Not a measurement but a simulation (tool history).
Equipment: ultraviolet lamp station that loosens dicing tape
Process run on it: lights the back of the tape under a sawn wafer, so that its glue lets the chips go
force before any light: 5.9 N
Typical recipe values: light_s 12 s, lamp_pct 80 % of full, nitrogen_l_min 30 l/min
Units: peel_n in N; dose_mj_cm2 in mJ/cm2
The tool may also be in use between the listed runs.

run	hour	light_s	lamp_pct	nitrogen_l_min	peel_n	dose_mj_cm2
1	0	12	80	30	0.625	184
2	36	12	80	30	0.645	175
3	61.6	12	80	30	0.638	182
4	108	12	80	28	0.671	180
5	137.8	20	80	30	0.271	293
6	164.4	20	80	30	0.27	291
7	184.5	12	80	30	0.685	173
8	226.7	15	80	30	0.446	220
9	259.5	15	80	30	0.451	213
10	307.3	12	79	30	0.727	165
11	327.2	12	79	30	0.729	167
12	352.3	12	80	30	0.666	166
13	375.7	12	80	30	0.716	169
14	418.6	12	80	30	0.719	162
15	465.9	12	80	30	0.798	156
16	507	12	62	30	1.225	122
17	528.8	12	80	30	0.843	158
18	570.2	12	80	30	0.842	152
19	608.4	12	80	30	0.841	151
20	637.6	12	80	30	0.866	153
21	663.5	12	80	30	0.864	152
22	708.7	12	80	30	0.687	165
23	740.9	12	76	30	0.747	157
24	779.3	21	84	18	0.366	307
25	805.5	21	84	18	0.361	304
26	829.2	10	65	10	2.316	115
27	850.4	10	65	10	2.334	110
28	879.5	7	80	30	1.696	97
29	923.1	9	84	28	1.182	123
30	947.1	12	60	34	1.15	121
31	976.5	19	69	19	0.637	218
32	1019	13	99	13	0.862	210
33	1055.4	9	83	36	1.108	117
34	1076.8	9	83	36	1.094	119
35	1105.7	9	83	36	1.11	122
36	1140	18	80	56	0.27	228
37	1165.4	18	80	12	0.755	240
38	1185.5	18	80	12	0.751	244
39	1209.4	11	76	39	0.809	136
40	1232.1	17	86	21	0.483	239
41	1266.8	17	86	21	0.487	236
42	1305.9	17	86	21	0.489	236

Not shown: 3 entries that the log had between the listed runs. Between which runs, and how does the tool's hidden state differ before and after?
Logged between run 14 and run 15: window cleaned of glue's vapour (hour 422.5)
  lamp's light, % of a new lamp's: 85.5 -> 85; light that the window lets through, % of a clean one's: 94 -> 90.1
  what was measured, less what the result would be without the hidden state, peel_n: +0.238 -> +0.306 N; dose_mj_cm2: -40 -> -48 mJ/cm2
Logged between run 21 and run 22: window cleaned of glue's vapour, once more (hour 706)
  lamp's light, % of a new lamp's: 83.2 -> 82.8; light that the window lets through, % of a clean one's: 87.6 -> 99.9
  what was measured, less what the result would be without the hidden state, peel_n: +0.373 -> +0.2 N; dose_mj_cm2: -56 -> -35 mJ/cm2
Logged between run 36 and run 37: window cleaned of glue's vapour (hour 1162.5)
  lamp's light, % of a new lamp's: 78.9 -> 78.7; light that the window lets through, % of a clean one's: 94.4 -> 99.9
  what was measured, less what the result would be without the hidden state, peel_n: +0.074 -> +0.27 N; dose_mj_cm2: -78 -> -66 mJ/cm2
